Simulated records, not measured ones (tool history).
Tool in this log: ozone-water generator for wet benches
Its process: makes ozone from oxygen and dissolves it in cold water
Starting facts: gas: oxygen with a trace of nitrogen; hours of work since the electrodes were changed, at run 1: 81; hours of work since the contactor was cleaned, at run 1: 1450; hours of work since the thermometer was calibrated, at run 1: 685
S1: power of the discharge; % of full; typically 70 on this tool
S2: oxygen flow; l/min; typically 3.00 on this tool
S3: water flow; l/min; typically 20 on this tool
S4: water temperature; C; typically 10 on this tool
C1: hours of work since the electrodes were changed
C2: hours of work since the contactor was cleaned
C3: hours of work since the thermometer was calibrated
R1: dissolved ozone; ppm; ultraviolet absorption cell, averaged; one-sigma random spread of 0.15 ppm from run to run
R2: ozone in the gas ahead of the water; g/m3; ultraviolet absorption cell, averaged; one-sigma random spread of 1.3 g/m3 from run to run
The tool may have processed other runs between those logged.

{"run": 1, "hour": 0.0, "S1": 70, "S2": 3.0, "S3": 20, "S4": 10, "C1": 81, "C2": 1450, "C3": 685, "R1": 19.2, "R2": 233.5}
{"run": 2, "hour": 28.7, "S1": 70, "S2": 3.0, "S3": 20, "S4": 10, "C1": 102, "C2": 1470, "C3": 706, "R1": 19.1, "R2": 235.0}
{"run": 3, "hour": 44.8, "S1": 70, "S2": 3.0, "S3": 20, "S4": 10, "C1": 114, "C2": 1482, "C3": 717, "R1": 19.2, "R2": 234.3}
{"run": 4, "hour": 57.5, "S1": 70, "S2": 3.0, "S3": 20, "S4": 10, "C1": 123, "C2": 1491, "C3": 727, "R1": 19.0, "R2": 235.3}
{"run": 5, "hour": 83.5, "S1": 70, "S2": 3.0, "S3": 20, "S4": 10, "C1": 142, "C2": 1510, "C3": 745, "R1": 19.4, "R2": 233.0}
{"run": 6, "hour": 113.7, "S1": 70, "S2": 3.0, "S3": 20, "S4": 10, "C1": 164, "C2": 1532, "C3": 767, "R1": 19.1, "R2": 234.2}
{"run": 7, "hour": 137.7, "S1": 70, "S2": 3.0, "S3": 20, "S4": 10, "C1": 181, "C2": 1550, "C3": 785, "R1": 19.1, "R2": 234.7}
{"run": 8, "hour": 154.5, "S1": 70, "S2": 3.0, "S3": 20, "S4": 10, "C1": 193, "C2": 1562, "C3": 797, "R1": 18.9, "R2": 234.2}
{"run": 9, "hour": 167.0, "S1": 70, "S2": 3.0, "S3": 20, "S4": 10, "C1": 202, "C2": 1571, "C3": 806, "R1": 19.1, "R2": 233.7}
{"run": 10, "hour": 184.0, "S1": 70, "S2": 3.0, "S3": 29, "S4": 10, "C1": 215, "C2": 1583, "C3": 818, "R1": 13.0, "R2": 231.8}
{"run": 11, "hour": 199.5, "S1": 70, "S2": 3.0, "S3": 29, "S4": 10, "C1": 226, "C2": 1594, "C3": 830, "R1": 13.1, "R2": 233.9}
{"run": 12, "hour": 219.5, "S1": 70, "S2": 3.0, "S3": 29, "S4": 10, "C1": 240, "C2": 1609, "C3": 844, "R1": 12.9, "R2": 231.5}
{"run": 13, "hour": 238.5, "S1": 98, "S2": 3.0, "S3": 20, "S4": 10, "C1": 254, "C2": 1623, "C3": 858, "R1": 23.8, "R2": 287.4}
{"run": 14, "hour": 258.5, "S1": 85, "S2": 3.0, "S3": 20, "S4": 10, "C1": 269, "C2": 1637, "C3": 872, "R1": 21.2, "R2": 263.4}
{"run": 15, "hour": 288.8, "S1": 85, "S2": 3.0, "S3": 20, "S4": 10, "C1": 291, "C2": 1659, "C3": 894, "R1": 21.3, "R2": 263.8}
{"run": 16, "hour": 313.4, "S1": 85, "S2": 3.0, "S3": 20, "S4": 8, "C1": 309, "C2": 1677, "C3": 912, "R1": 21.8, "R2": 261.4}
{"run": 17, "hour": 335.6, "S1": 85, "S2": 3.0, "S3": 20, "S4": 8, "C1": 325, "C2": 1693, "C3": 928, "R1": 21.6, "R2": 264.6}
{"run": 18, "hour": 364.3, "S1": 85, "S2": 2.79, "S3": 24, "S4": 8, "C1": 345, "C2": 1714, "C3": 949, "R1": 18.0, "R2": 274.8}
{"run": 19, "hour": 381.3, "S1": 85, "S2": 2.79, "S3": 24, "S4": 8, "C1": 358, "C2": 1726, "C3": 961, "R1": 17.3, "R2": 274.0}
{"run": 20, "hour": 402.4, "S1": 85, "S2": 3.25, "S3": 29, "S4": 8, "C1": 373, "C2": 1741, "C3": 977, "R1": 15.3, "R2": 252.2}
{"run": 21, "hour": 431.7, "S1": 85, "S2": 3.25, "S3": 29, "S4": 8, "C1": 394, "C2": 1763, "C3": 998, "R1": 15.0, "R2": 252.7}
{"run": 22, "hour": 453.7, "S1": 70, "S2": 4.54, "S3": 15, "S4": 10, "C1": 410, "C2": 1779, "C3": 1014, "R1": 25.8, "R2": 188.5}
{"run": 23, "hour": 484.3, "S1": 93, "S2": 4.1, "S3": 21, "S4": 11, "C1": 432, "C2": 1801, "C3": 1036, "R1": 22.6, "R2": 237.0}
{"run": 24, "hour": 506.6, "S1": 70, "S2": 2.02, "S3": 21, "S4": 7, "C1": 449, "C2": 1817, "C3": 1052, "R1": 16.2, "R2": 281.6}
{"run": 25, "hour": 530.0, "S1": 70, "S2": 3.53, "S3": 14, "S4": 7, "C1": 466, "C2": 1834, "C3": 1069, "R1": 27.5, "R2": 214.5}
{"run": 26, "hour": 557.9, "S1": 44, "S2": 3.5, "S3": 27, "S4": 12, "C1": 486, "C2": 1854, "C3": 1090, "R1": 10.6, "R2": 160.6}
{"run": 27, "hour": 580.6, "S1": 44, "S2": 3.5, "S3": 27, "S4": 12, "C1": 502, "C2": 1871, "C3": 1106, "R1": 10.6, "R2": 159.8}
{"run": 28, "hour": 603.2, "S1": 44, "S2": 3.5, "S3": 27, "S4": 12, "C1": 519, "C2": 1887, "C3": 1122, "R1": 10.7, "R2": 159.2}
{"run": 29, "hour": 622.6, "S1": 44, "S2": 3.5, "S3": 27, "S4": 12, "C1": 533, "C2": 1901, "C3": 1136, "R1": 10.7, "R2": 160.4}
{"run": 30, "hour": 644.3, "S1": 61, "S2": 3.5, "S3": 27, "S4": 6, "C1": 549, "C2": 1917, "C3": 1152, "R1": 13.4, "R2": 196.2}
{"run": 31, "hour": 668.6, "S1": 49, "S2": 1.93, "S3": 17, "S4": 17, "C1": 566, "C2": 1935, "C3": 1170, "R1": 14.6, "R2": 232.2}
{"run": 32, "hour": 688.1, "S1": 49, "S2": 1.93, "S3": 17, "S4": 17, "C1": 580, "C2": 1949, "C3": 1184, "R1": 15.2, "R2": 230.6}
{"run": 33, "hour": 716.4, "S1": 49, "S2": 1.93, "S3": 17, "S4": 17, "C1": 601, "C2": 1969, "C3": 1204, "R1": 14.7, "R2": 230.7}

Selected run-to-run steps in R1, each split into two signed amounts: the part the tool would show with no hidden state at all (from settings, incoming material and random variation), and the remainder, which goes to the hidden state together with any gauge scatter not common to the measured and the hidden-state-free results:
Hidden state present: yield of the discharge, % of new electrodes'; contactor's efficiency, % of a clean one's; true water temperature over the reading, C; drift of the gauge itself on ozone_ppm, %; drift of the gauge itself on gas_g_m3, %.
Run 12 -> 13: S1 70 -> 98, S3 29 -> 20. R1 +10.9 ppm: hidden state -0.4, all else +11.3.
Run 21 -> 22: S1 85 -> 70, S2 3.25 -> 4.54, S3 29 -> 15, S4 8 -> 10. R1 +10.8 ppm: hidden state -0.4, all else +11.2.
Run 24 -> 25: S2 2.02 -> 3.53, S3 21 -> 14. R1 +11.3 ppm: hidden state -0.4, all else +11.7.
Run 25 -> 26: S1 70 -> 44, S2 3.53 -> 3.50, S3 14 -> 27, S4 7 -> 12. R1 -16.9 ppm: hidden state +0.7, all else -17.6.

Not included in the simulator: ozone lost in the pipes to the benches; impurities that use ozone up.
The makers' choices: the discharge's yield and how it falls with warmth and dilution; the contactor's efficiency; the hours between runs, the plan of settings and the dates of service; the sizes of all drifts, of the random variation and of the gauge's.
